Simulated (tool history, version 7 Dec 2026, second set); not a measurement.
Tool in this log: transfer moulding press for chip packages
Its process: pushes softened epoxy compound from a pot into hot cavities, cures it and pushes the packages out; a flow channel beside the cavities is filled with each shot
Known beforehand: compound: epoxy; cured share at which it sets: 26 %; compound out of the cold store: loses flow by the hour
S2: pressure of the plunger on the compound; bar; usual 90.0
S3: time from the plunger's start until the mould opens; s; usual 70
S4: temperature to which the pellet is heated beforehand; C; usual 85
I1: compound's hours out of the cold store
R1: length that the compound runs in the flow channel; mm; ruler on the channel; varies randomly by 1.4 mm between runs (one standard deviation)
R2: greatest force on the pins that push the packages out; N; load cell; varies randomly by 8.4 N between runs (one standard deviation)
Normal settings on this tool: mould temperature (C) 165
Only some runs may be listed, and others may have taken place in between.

{"run": 1, "hour": 0.0, "mould temperature (C)": 165, "S2": 90.0, "S3": 70, "S4": 85, "I1": 41.3, "R1": 565, "R2": 560}
{"run": 2, "hour": 8.9, "mould temperature (C)": 165, "S2": 90.0, "S3": 70, "S4": 85, "I1": 31.4, "R1": 587, "R2": 556}
{"run": 3, "hour": 20.3, "mould temperature (C)": 165, "S2": 90.0, "S3": 70, "S4": 85, "I1": 35.0, "R1": 574, "R2": 573}
{"run": 4, "hour": 26.4, "mould temperature (C)": 165, "S2": 90.0, "S3": 70, "S4": 85, "I1": 17.8, "R1": 620, "R2": 583}
{"hour": 33.1, "done": "cavities cleaned with cleaning compound and waxed"}
{"run": 5, "hour": 39.3, "mould temperature (C)": 165, "S2": 80.8, "S3": 70, "S4": 85, "I1": 19.4, "R1": 578, "R2": 662}
{"run": 6, "hour": 47.2, "mould temperature (C)": 165, "S2": 80.8, "S3": 70, "S4": 85, "I1": 33.5, "R1": 548, "R2": 616}
{"hour": 56.7, "done": "plunger's sealing rings changed"}
{"hour": 60.1, "done": "cavities cleaned with cleaning compound and waxed, once more"}
{"run": 7, "hour": 63.0, "mould temperature (C)": 165, "S2": 90.0, "S3": 70, "S4": 85, "I1": 31.9, "R1": 605, "R2": 381}
{"run": 8, "hour": 76.6, "mould temperature (C)": 165, "S2": 90.0, "S3": 70, "S4": 78, "I1": 24.1, "R1": 619, "R2": 484}
{"run": 9, "hour": 86.4, "mould temperature (C)": 165, "S2": 90.0, "S3": 70, "S4": 85, "I1": 33.1, "R1": 601, "R2": 501}
{"run": 10, "hour": 95.4, "mould temperature (C)": 165, "S2": 90.0, "S3": 70, "S4": 85, "I1": 15.4, "R1": 641, "R2": 527}
{"run": 11, "hour": 107.0, "mould temperature (C)": 165, "S2": 90.0, "S3": 70, "S4": 85, "I1": 25.1, "R1": 616, "R2": 560}
{"run": 12, "hour": 116.3, "mould temperature (C)": 165, "S2": 90.0, "S3": 70, "S4": 85, "I1": 38.8, "R1": 582, "R2": 575}
{"run": 13, "hour": 122.5, "mould temperature (C)": 165, "S2": 90.0, "S3": 70, "S4": 85, "I1": 43.6, "R1": 572, "R2": 575}
{"run": 14, "hour": 129.5, "mould temperature (C)": 165, "S2": 90.0, "S3": 70, "S4": 85, "I1": 44.2, "R1": 572, "R2": 556}
{"hour": 141.7, "done": "cavities cleaned with cleaning compound and waxed"}
{"run": 15, "hour": 145.3, "mould temperature (C)": 172, "S2": 83.5, "S3": 70, "S4": 85, "I1": 37.0, "R1": 552, "R2": 344}
{"run": 16, "hour": 156.2, "mould temperature (C)": 163, "S2": 83.5, "S3": 70, "S4": 85, "I1": 21.5, "R1": 603, "R2": 524}
{"run": 17, "hour": 169.2, "mould temperature (C)": 165, "S2": 98.0, "S3": 70, "S4": 81, "I1": 11.5, "R1": 675, "R2": 526}
{"run": 18, "hour": 180.9, "mould temperature (C)": 165, "S2": 98.0, "S3": 70, "S4": 81, "I1": 11.9, "R1": 670, "R2": 585}
{"run": 19, "hour": 189.9, "mould temperature (C)": 163, "S2": 98.0, "S3": 70, "S4": 91, "I1": 43.0, "R1": 597, "R2": 589}
{"run": 20, "hour": 200.1, "mould temperature (C)": 163, "S2": 78.9, "S3": 77, "S4": 91, "I1": 10.4, "R1": 609, "R2": 561}
{"run": 21, "hour": 209.6, "mould temperature (C)": 165, "S2": 105.1, "S3": 106, "S4": 79, "I1": 47.9, "R1": 602, "R2": 477}
{"run": 22, "hour": 215.8, "mould temperature (C)": 158, "S2": 84.4, "S3": 70, "S4": 85, "I1": 45.8, "R1": 554, "R2": 881}
{"hour": 223.1, "done": "cavities cleaned with cleaning compound and waxed"}
{"run": 23, "hour": 231.0, "mould temperature (C)": 171, "S2": 107.9, "S3": 61, "S4": 93, "I1": 19.1, "R1": 668, "R2": 396}
{"run": 24, "hour": 237.7, "mould temperature (C)": 171, "S2": 79.1, "S3": 61, "S4": 80, "I1": 26.6, "R1": 559, "R2": 450}
{"run": 25, "hour": 249.8, "mould temperature (C)": 171, "S2": 79.1, "S3": 61, "S4": 80, "I1": 28.7, "R1": 553, "R2": 492}
{"run": 26, "hour": 255.7, "mould temperature (C)": 159, "S2": 70.0, "S3": 101, "S4": 80, "I1": 8.1, "R1": 583, "R2": 456}
{"run": 27, "hour": 266.5, "mould temperature (C)": 170, "S2": 80.7, "S3": 101, "S4": 80, "I1": 20.0, "R1": 576, "R2": 462}
{"run": 28, "hour": 275.0, "mould temperature (C)": 165, "S2": 90.0, "S3": 66, "S4": 76, "I1": 25.5, "R1": 605, "R2": 643}

Below are 3 alternative next runs, each starting from the tool's condition after run 28. Predict each:
{"run": "A", "hour": 284.7, "mould temperature (C)": 165, "S2": 90.0, "S3": 70, "S4": 91, "I1": 10.5, "R1": "?", "R2": "?"}
{"run": "B", "hour": 284.7, "mould temperature (C)": 165, "S2": 90.0, "S3": 70, "S4": 95, "I1": 10.8, "R1": "?", "R2": "?"}
{"run": "C", "hour": 284.7, "mould temperature (C)": 160, "S2": 90.0, "S3": 59, "S4": 76, "I1": 11.9, "R1": "?", "R2": "?"}

run=A R1=640 R2=582
run=B R1=640 R2=596
run=C R1=645 R2=1320
Take away the tool's hidden state, keep each run's random variation, and the runs would have read:
run=A R1=658 R2=368
run=B R1=659 R2=378
run=C R1=664 R2=845

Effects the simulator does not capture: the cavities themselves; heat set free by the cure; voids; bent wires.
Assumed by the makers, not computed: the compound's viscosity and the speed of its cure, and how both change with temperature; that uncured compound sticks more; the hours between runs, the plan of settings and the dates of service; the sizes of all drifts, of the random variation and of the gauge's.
